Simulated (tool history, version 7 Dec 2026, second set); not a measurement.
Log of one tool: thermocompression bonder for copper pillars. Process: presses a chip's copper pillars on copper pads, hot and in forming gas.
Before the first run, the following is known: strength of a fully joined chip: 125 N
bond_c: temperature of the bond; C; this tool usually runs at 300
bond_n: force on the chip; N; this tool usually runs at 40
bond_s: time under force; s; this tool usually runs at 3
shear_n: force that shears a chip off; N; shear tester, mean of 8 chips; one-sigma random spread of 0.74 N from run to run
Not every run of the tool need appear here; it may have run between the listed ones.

Run 1, hour 0: usual settings. Result: shear_n 50.1 N.
Run 2, hour 27.5: usual settings but bond_n 26 N. Result: shear_n 40.5 N.
Run 3, hour 71: usual settings but bond_n 26 N. Result: shear_n 41.2 N.
Run 4, hour 94.3: usual settings but bond_n 26 N. Result: shear_n 40.4 N.
Run 5, hour 118.7: usual settings but bond_n 26 N. Result: shear_n 39.8 N.
Run 6, hour 168.6: usual settings but bond_n 26 N. Result: shear_n 39 N.
Run 7, hour 199.6: usual settings but bond_n 26 N. Result: shear_n 39.8 N.
Run 8, hour 240.3: usual settings but bond_n 26 N. Result: shear_n 38.6 N.
Run 9, hour 287: usual settings but bond_c 310 C, bond_n 26 N. Result: shear_n 44 N.
Run 10, hour 341.8: usual settings but bond_n 31 N. Result: shear_n 41.8 N.
At hour 375.3: heater calibrated with a thermocouple chip.
Run 11, hour 396.7: usual settings but bond_n 31 N. Result: shear_n 44.4 N.
Run 12, hour 419.9: usual settings but bond_n 31 N. Result: shear_n 42.5 N.
Run 13, hour 451.2: usual settings but bond_c 291 C, bond_n 31 N. Result: shear_n 39.2 N.
Run 14, hour 483.7: usual settings but bond_c 291 C, bond_n 31 N. Result: shear_n 39.1 N.
At hour 508.1: forming gas filter changed.
Run 15, hour 508.1: usual settings but bond_c 291 C, bond_n 31 N. Result: shear_n 42.7 N.
Run 16, hour 543.1: usual settings but bond_c 291 C, bond_n 31 N. Result: shear_n 42.7 N.
Run 17, hour 566.6: usual settings but bond_c 312 C, bond_s 2 s. Result: shear_n 52.4 N.
Run 18, hour 605: usual settings but bond_c 274 C, bond_n 38 N, bond_s 4 s. Result: shear_n 41.4 N.
Run 19, hour 642.4: usual settings but bond_c 305 C, bond_n 54 N. Result: shear_n 63.8 N.
Run 20, hour 685.2: usual settings but bond_c 305 C, bond_n 54 N. Result: shear_n 62.6 N.
Run 21, hour 735.9: usual settings but bond_c 325 C. Result: shear_n 66.1 N.
Run 22, hour 781.5: usual settings but bond_c 287 C, bond_n 26 N, bond_s 4 s. Result: shear_n 37.7 N.
Run 23, hour 816.2: usual settings but bond_c 314 C, bond_n 24 N. Result: shear_n 46.7 N.
Run 24, hour 863.1: usual settings but bond_c 317 C, bond_s 8 s. Result: shear_n 79.5 N.
Run 25, hour 911.1: usual settings but bond_c 317 C, bond_s 8 s. Result: shear_n 78.2 N.
Run 26, hour 956.1: usual settings but bond_c 317 C, bond_s 8 s. Result: shear_n 79.6 N.
Run 27, hour 1002.7: usual settings but bond_c 271 C, bond_s 8 s. Result: shear_n 48.9 N.
At hour 1013.8: forming gas filter changed.
Run 28, hour 1043.1: usual settings but bond_c 282 C, bond_n 44 N, bond_s 8 s. Result: shear_n 63.7 N.
Run 29, hour 1089.7: usual settings but bond_c 301 C, bond_s 7 s. Result: shear_n 71 N.
Run 30, hour 1140.5: usual settings but bond_c 284 C, bond_n 37 N. Result: shear_n 41.3 N.
Run 31, hour 1193: usual settings but bond_c 284 C, bond_n 37 N. Result: shear_n 38.7 N.

Below, some changes in shear_n between adjacent runs. For each, the amount present without the hidden state too (settings, incoming material, random variation) and the amount remaining for the hidden state with gauge scatter not shared by both compared results:
The hidden state here: true temperature of the bond over the reading, C; force that reaches the chip, % of what is set; oxide that the forming gas leaves, % of the face; drift of the gauge itself on shear_n, %.
Run 14 -> 15: forming gas filter changed. shear_n +3.6 N: hidden state +4, all else -0.4.
Run 23 -> 24: bond_c 314 -> 317, bond_n 24 -> 40, bond_s 3 -> 8. shear_n +32.8 N: hidden state -3.4, all else +36.2.
Run 26 -> 27: bond_c 317 -> 271. shear_n -30.7 N: hidden state +2.5, all else -33.2.
Run 27 -> 28: bond_c 271 -> 282, bond_n 40 -> 44, forming gas filter changed. shear_n +14.8 N: hidden state +4.8, all else +10.
Run 29 -> 30: bond_c 301 -> 284, bond_n 40 -> 37, bond_s 7 -> 3. shear_n -29.7 N: hidden state +0.2, all else -29.9.

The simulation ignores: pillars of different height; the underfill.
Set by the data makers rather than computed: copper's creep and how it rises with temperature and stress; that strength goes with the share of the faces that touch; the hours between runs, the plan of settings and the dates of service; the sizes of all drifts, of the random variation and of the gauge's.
